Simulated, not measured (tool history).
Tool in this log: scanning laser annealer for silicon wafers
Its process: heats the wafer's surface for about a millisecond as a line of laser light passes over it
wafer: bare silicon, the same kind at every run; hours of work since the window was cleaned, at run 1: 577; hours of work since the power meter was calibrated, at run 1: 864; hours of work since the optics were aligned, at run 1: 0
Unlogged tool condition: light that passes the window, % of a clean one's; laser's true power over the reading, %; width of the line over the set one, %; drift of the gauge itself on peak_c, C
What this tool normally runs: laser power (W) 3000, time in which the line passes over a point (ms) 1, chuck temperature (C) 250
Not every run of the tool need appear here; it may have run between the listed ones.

| run | hour | laser power (W) | time in which the line passes over a point (ms) | chuck temperature (C) | hours of work since the window was cleaned | hours of work since the power meter was calibrated | hours of work since the optics were aligned | highest temperature of the surface (C) |
|---|---|---|---|---|---|---|---|---|
| 1 | 0 | 3000 | 1 | 250 | 577 | 864 | 0 | 999 |
| 2 | 39.9 | 3000 | 1 | 250 | 595 | 882 | 18 | 993 |
| 3 | 67.6 | 3000 | 1 | 250 | 607 | 895 | 31 | 994 |
| 4 | 108.7 | 3000 | 1 | 250 | 626 | 913 | 49 | 998 |
| 5 | 134 | 3000 | 1 | 250 | 637 | 925 | 61 | 994 |
| 6 | 181.1 | 3000 | 1 | 250 | 658 | 946 | 82 | 995 |
| 7 | 230.2 | 3177 | 1 | 250 | 681 | 968 | 104 | 1036 |
| 8 | 255.2 | 3177 | 1 | 250 | 692 | 980 | 116 | 1040 |
| 9 | 283.5 | 3177 | 1 | 250 | 705 | 993 | 128 | 1036 |
| 10 | 329.3 | 3177 | 1 | 250 | 726 | 1013 | 149 | 1035 |
| 11 | 373.6 | 3177 | 1 | 253 | 746 | 1033 | 169 | 1036 |
| 12 | 420.7 | 2828 | 0.99 | 253 | 767 | 1055 | 190 | 947 |
| 13 | 451.5 | 2828 | 0.99 | 253 | 781 | 1069 | 204 | 941 |
| 14 | 481.7 | 3224 | 1.18 | 250 | 795 | 1082 | 218 | 1127 |
| 15 | 528.9 | 3224 | 1.18 | 250 | 816 | 1104 | 239 | 1125 |
| 16 | 568.7 | 2868 | 1 | 266 | 834 | 1122 | 257 | 964 |

Subtracting, for every run, the result it would have given without the tool's unlogged condition from the measured result gives the following. The same run-to-run variation enters both numbers; the gauge's scatter may not:
| run | highest temperature of the surface (C) |
|---|---|
| 1 | -21 |
| 2 | -22 |
| 3 | -23 |
| 4 | -23 |
| 5 | -24 |
| 6 | -25 |
| 7 | -28 |
| 8 | -28 |
| 9 | -29 |
| 10 | -30 |
| 11 | -31 |
| 12 | -28 |
| 13 | -29 |
| 14 | -37 |
| 15 | -39 |
| 16 | -32 |
